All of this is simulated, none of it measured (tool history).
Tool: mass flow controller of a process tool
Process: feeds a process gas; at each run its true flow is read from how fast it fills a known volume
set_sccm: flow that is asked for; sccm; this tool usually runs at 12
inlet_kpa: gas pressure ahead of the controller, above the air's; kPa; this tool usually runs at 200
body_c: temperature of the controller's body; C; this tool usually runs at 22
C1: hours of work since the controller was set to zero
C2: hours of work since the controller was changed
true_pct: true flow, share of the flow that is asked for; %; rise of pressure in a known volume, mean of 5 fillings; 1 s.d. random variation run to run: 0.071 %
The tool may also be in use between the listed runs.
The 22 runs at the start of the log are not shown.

{"run": 23, "hour": 5911.9, "set_sccm": 12, "inlet_kpa": 200, "body_c": 28, "C1": 3424, "C2": 3424, "true_pct": 101.0}
{"run": 24, "hour": 6302.4, "set_sccm": 12, "inlet_kpa": 200, "body_c": 22, "C1": 3685, "C2": 3685, "true_pct": 101.5}
{"run": 25, "hour": 6703.8, "set_sccm": 3, "inlet_kpa": 200, "body_c": 32, "C1": 3953, "C2": 3953, "true_pct": 100.75}
{"hour": 6879.0, "done": "controller's zero set anew"}
{"run": 26, "hour": 6981.8, "set_sccm": 13, "inlet_kpa": 203, "body_c": 29, "C1": 69, "C2": 4138, "true_pct": 101.06}
{"run": 27, "hour": 7333.1, "set_sccm": 12, "inlet_kpa": 174, "body_c": 38, "C1": 303, "C2": 4373, "true_pct": 100.53}
{"run": 28, "hour": 7499.4, "set_sccm": 3, "inlet_kpa": 150, "body_c": 22, "C1": 414, "C2": 4484, "true_pct": 101.65}
{"run": 29, "hour": 7763.0, "set_sccm": 3, "inlet_kpa": 150, "body_c": 22, "C1": 591, "C2": 4660, "true_pct": 101.85}
{"run": 30, "hour": 8018.9, "set_sccm": 10, "inlet_kpa": 150, "body_c": 34, "C1": 761, "C2": 4831, "true_pct": 101.03}
{"run": 31, "hour": 8242.1, "set_sccm": 10, "inlet_kpa": 150, "body_c": 34, "C1": 911, "C2": 4980, "true_pct": 101.0}
{"run": 32, "hour": 8470.3, "set_sccm": 5, "inlet_kpa": 200, "body_c": 22, "C1": 1063, "C2": 5133, "true_pct": 101.87}
{"run": 33, "hour": 8680.1, "set_sccm": 5, "inlet_kpa": 197, "body_c": 39, "C1": 1203, "C2": 5273, "true_pct": 100.41}
{"run": 34, "hour": 8852.8, "set_sccm": 5, "inlet_kpa": 197, "body_c": 39, "C1": 1319, "C2": 5388, "true_pct": 100.41}
{"run": 35, "hour": 9105.6, "set_sccm": 4, "inlet_kpa": 167, "body_c": 32, "C1": 1487, "C2": 5557, "true_pct": 101.15}
{"run": 36, "hour": 9420.1, "set_sccm": 2, "inlet_kpa": 176, "body_c": 24, "C1": 1698, "C2": 5767, "true_pct": 101.87}
{"run": 37, "hour": 9733.6, "set_sccm": 14, "inlet_kpa": 200, "body_c": 22, "C1": 1907, "C2": 5977, "true_pct": 102.34}
{"hour": 9842.8, "done": "gauge calibrated"}
{"run": 38, "hour": 9977.4, "set_sccm": 14, "inlet_kpa": 200, "body_c": 22, "C1": 2070, "C2": 6140, "true_pct": 100.15}
{"run": 39, "hour": 10231.2, "set_sccm": 14, "inlet_kpa": 168, "body_c": 35, "C1": 2239, "C2": 6309, "true_pct": 99.23}
{"run": 40, "hour": 10589.1, "set_sccm": 6, "inlet_kpa": 212, "body_c": 22, "C1": 2478, "C2": 6548, "true_pct": 100.13}
{"run": 41, "hour": 10908.2, "set_sccm": 5, "inlet_kpa": 200, "body_c": 30, "C1": 2692, "C2": 6761, "true_pct": 99.54}
{"run": 42, "hour": 11097.4, "set_sccm": 12, "inlet_kpa": 200, "body_c": 23, "C1": 2818, "C2": 6888, "true_pct": 100.3}
{"run": 43, "hour": 11315.3, "set_sccm": 12, "inlet_kpa": 200, "body_c": 30, "C1": 2964, "C2": 7033, "true_pct": 99.71}
{"run": 44, "hour": 11546.2, "set_sccm": 12, "inlet_kpa": 200, "body_c": 30, "C1": 3118, "C2": 7188, "true_pct": 99.66}
{"run": 45, "hour": 11897.1, "set_sccm": 12, "inlet_kpa": 200, "body_c": 30, "C1": 3352, "C2": 7422, "true_pct": 99.88}
{"run": 46, "hour": 12268.8, "set_sccm": 12, "inlet_kpa": 207, "body_c": 30, "C1": 3601, "C2": 7670, "true_pct": 99.96}
{"run": 47, "hour": 12514.5, "set_sccm": 10, "inlet_kpa": 248, "body_c": 35, "C1": 3765, "C2": 7835, "true_pct": 99.44}

3 ways to go on from here, each from the tool as it stands after run 47. What would each give?
{"run": "A", "hour": 12739.9, "set_sccm": 5, "inlet_kpa": 188, "body_c": 38, "C1": 3915, "C2": 7985, "true_pct": "?"}
{"run": "B", "hour": 12739.9, "set_sccm": 12, "inlet_kpa": 200, "body_c": 28, "C1": 3915, "C2": 7985, "true_pct": "?"}
{"run": "C", "hour": 12739.9, "set_sccm": 18, "inlet_kpa": 169, "body_c": 25, "C1": 3915, "C2": 7985, "true_pct": "?"}

run=A true_pct=99.27
run=B true_pct=100.18
run=C true_pct=100.63
Take away the tool's hidden state, keep each run's random variation, and the runs would have read:
run=A true_pct=98.62
run=B true_pct=99.53
run=C true_pct=99.98
